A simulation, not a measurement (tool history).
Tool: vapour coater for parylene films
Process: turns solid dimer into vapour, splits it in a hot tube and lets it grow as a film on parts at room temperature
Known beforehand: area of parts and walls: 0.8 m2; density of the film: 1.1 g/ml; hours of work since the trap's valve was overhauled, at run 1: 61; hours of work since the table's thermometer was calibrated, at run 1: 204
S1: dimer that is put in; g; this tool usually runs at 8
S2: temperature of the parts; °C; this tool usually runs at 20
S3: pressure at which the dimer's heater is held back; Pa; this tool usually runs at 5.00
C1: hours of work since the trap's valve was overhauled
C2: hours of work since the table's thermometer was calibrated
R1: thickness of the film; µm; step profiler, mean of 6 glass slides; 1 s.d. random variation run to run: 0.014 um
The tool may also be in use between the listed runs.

run	hour	S1	S2	S3	C1	C2	R1
1	0.0	8	20	5.00	61	204	4.16
2	10.7	8	20	5.00	66	209	4.15
3	19.2	8	20	5.00	71	214	4.16
4	34.7	8	20	5.00	79	222	4.16
5	50.2	8	20	5.00	87	230	4.15
6	62.8	8	27	5.00	94	237	3.51
7	73.6	8	27	5.00	99	242	3.50
8	90.2	8	27	5.00	108	251	3.51
9	97.8	9	20	5.32	112	255	4.61
10	114.7	7	25	3.30	121	264	3.39
11	125.6	5	13	11.69	127	269	2.73
12	137.6	3	20	2.66	133	276	1.67

What if the next run were any one of these 5? Each begins from the tool's condition after run 12:
A	144.6	3	20	2.66	137	279	?
B	144.6	8	20	3.17	137	279	?
C	144.6	4	22	2.56	137	279	?
D	144.6	7	21	2.42	137	279	?
E	144.6	6	20	6.24	137	279	?

run	R1
A	1.68
B	4.39
C	2.15
D	3.89
E	3.00
With no hidden state in the tool, these same runs would have given:
run	R1
A	1.69
B	4.43
C	2.17
D	3.93
E	3.03
